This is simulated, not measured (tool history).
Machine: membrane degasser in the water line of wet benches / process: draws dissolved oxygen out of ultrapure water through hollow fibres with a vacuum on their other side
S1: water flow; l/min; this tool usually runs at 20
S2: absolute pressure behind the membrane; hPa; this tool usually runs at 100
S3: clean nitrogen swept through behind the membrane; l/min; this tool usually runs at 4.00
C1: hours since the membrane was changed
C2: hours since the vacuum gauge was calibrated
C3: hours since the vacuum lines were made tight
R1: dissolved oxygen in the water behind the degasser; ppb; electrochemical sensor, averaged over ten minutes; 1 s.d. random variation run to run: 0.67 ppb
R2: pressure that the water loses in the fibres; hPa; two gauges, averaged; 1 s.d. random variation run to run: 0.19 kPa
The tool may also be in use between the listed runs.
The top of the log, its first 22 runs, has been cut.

run 23 hour=1270.6 | S1=20 S2=140 S3=1.75 | C1=2313 C2=1166 C3=2097 | R1=283.1 R2=414.9
run 24 hour=1345.0 | S1=20 S2=140 S3=1.75 | C1=2388 C2=1240 C3=2171 | R1=282.4 R2=413.7
run 25 hour=1381.4 | S1=20 S2=140 S3=1.75 | C1=2424 C2=1277 C3=2208 | R1=287.5 R2=417.2
run 26 hour=1440.8 | S1=30 S2=110 S3=4.00 | C1=2484 C2=1336 C3=2267 | R1=145.7 R2=626.7
run 27 hour=1505.0 | S1=30 S2=110 S3=4.00 | C1=2548 C2=1400 C3=2331 | R1=146.4 R2=628.4
run 28 hour=1549.6 | S1=13 S2=101 S3=4.14 | C1=2593 C2=1445 C3=2376 | R1=55.3 R2=269.6
run 29 hour=1605.4 | S1=23 S2=136 S3=7.37 | C1=2648 C2=1501 C3=2432 | R1=82.3 R2=479.6
run 30 hour=1683.1 | S1=17 S2=103 S3=4.00 | C1=2726 C2=1578 C3=2509 | R1=75.5 R2=352.4
run 31 hour=1732.7 | S1=14 S2=213 S3=5.22 | C1=2776 C2=1628 C3=2559 | R1=121.2 R2=291.5
run 32 hour=1778.8 | S1=17 S2=213 S3=5.22 | C1=2822 C2=1674 C3=2605 | R1=145.0 R2=356.9
run 33 hour=1840.2 | S1=23 S2=77 S3=10.19 | C1=2883 C2=1736 C3=2666 | R1=28.9 R2=484.5

Alternative continuations, all from the tool just after run 33; predict every row:
run A hour=1885.2 | S1=16 S2=100 S3=2.59 | C1=2928 C2=1781 C3=2711 | R1=? R2=?
run B hour=1885.2 | S1=23 S2=77 S3=4.68 | C1=2928 C2=1781 C3=2711 | R1=? R2=?
run C hour=1885.2 | S1=24 S2=65 S3=2.04 | C1=2928 C2=1781 C3=2711 | R1=? R2=?

run=A R1=102.2 R2=336.8
run=B R1=57.7 R2=479.2
run=C R1=95.9 R2=497.5
Stripped of hidden state, with their random variation kept, the same runs would have yielded:
run=A R1=100.7 R2=330.4
run=B R1=56.3 R2=470.0
run=C R1=93.4 R2=487.9

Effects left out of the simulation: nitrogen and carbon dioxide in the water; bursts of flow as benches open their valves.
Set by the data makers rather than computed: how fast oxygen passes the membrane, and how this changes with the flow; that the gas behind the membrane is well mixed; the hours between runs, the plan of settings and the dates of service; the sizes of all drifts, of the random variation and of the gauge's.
